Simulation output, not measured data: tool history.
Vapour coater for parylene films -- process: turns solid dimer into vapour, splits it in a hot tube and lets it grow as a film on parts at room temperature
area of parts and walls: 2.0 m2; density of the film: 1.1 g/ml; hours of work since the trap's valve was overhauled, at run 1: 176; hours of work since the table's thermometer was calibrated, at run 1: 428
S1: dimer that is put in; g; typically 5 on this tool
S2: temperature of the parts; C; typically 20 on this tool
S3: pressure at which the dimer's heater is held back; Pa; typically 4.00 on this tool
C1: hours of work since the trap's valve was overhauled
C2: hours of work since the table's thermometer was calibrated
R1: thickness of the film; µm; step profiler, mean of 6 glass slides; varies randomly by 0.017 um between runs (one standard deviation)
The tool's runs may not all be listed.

{"run": 1, "hour": 0.0, "S1": 5, "S2": 20, "S3": 4.0, "C1": 176, "C2": 428, "R1": 1.3}
{"hour": 70.4, "done": "trap's valve overhauled"}
{"run": 2, "hour": 76.4, "S1": 4, "S2": 20, "S3": 4.0, "C1": 3, "C2": 469, "R1": 1.19}
{"run": 3, "hour": 144.1, "S1": 4, "S2": 20, "S3": 4.0, "C1": 42, "C2": 507, "R1": 1.16}
{"run": 4, "hour": 208.2, "S1": 4, "S2": 20, "S3": 4.0, "C1": 78, "C2": 544, "R1": 1.15}
{"run": 5, "hour": 286.7, "S1": 4, "S2": 20, "S3": 4.0, "C1": 122, "C2": 588, "R1": 1.1}
{"run": 6, "hour": 372.8, "S1": 4, "S2": 20, "S3": 4.0, "C1": 171, "C2": 637, "R1": 1.06}
{"run": 7, "hour": 422.1, "S1": 4, "S2": 18, "S3": 2.01, "C1": 199, "C2": 665, "R1": 1.23}
{"hour": 431.4, "done": "table's thermometer calibrated"}
{"hour": 455.3, "done": "trap's valve overhauled"}
{"run": 8, "hour": 494.7, "S1": 7, "S2": 31, "S3": 3.19, "C1": 22, "C2": 34, "R1": 1.35}
{"run": 9, "hour": 546.1, "S1": 7, "S2": 31, "S3": 3.19, "C1": 51, "C2": 63, "R1": 1.33}
{"run": 10, "hour": 627.1, "S1": 7, "S2": 31, "S3": 3.19, "C1": 97, "C2": 108, "R1": 1.3}
{"hour": 663.5, "done": "table's thermometer calibrated, once more"}
{"run": 11, "hour": 699.6, "S1": 7, "S2": 31, "S3": 3.19, "C1": 138, "C2": 20, "R1": 1.18}

Run 12 has not been measured yet. What should we expect?
{"run": 12, "hour": 781.9, "S1": 7, "S2": 31, "S3": 3.19, "C1": 184, "C2": 67, "R1": "?"}

{"run 12": {"R1": 1.15}}
With the hidden condition absent and the run-to-run variation left alone, this run would have shown R1 1.30 µm.
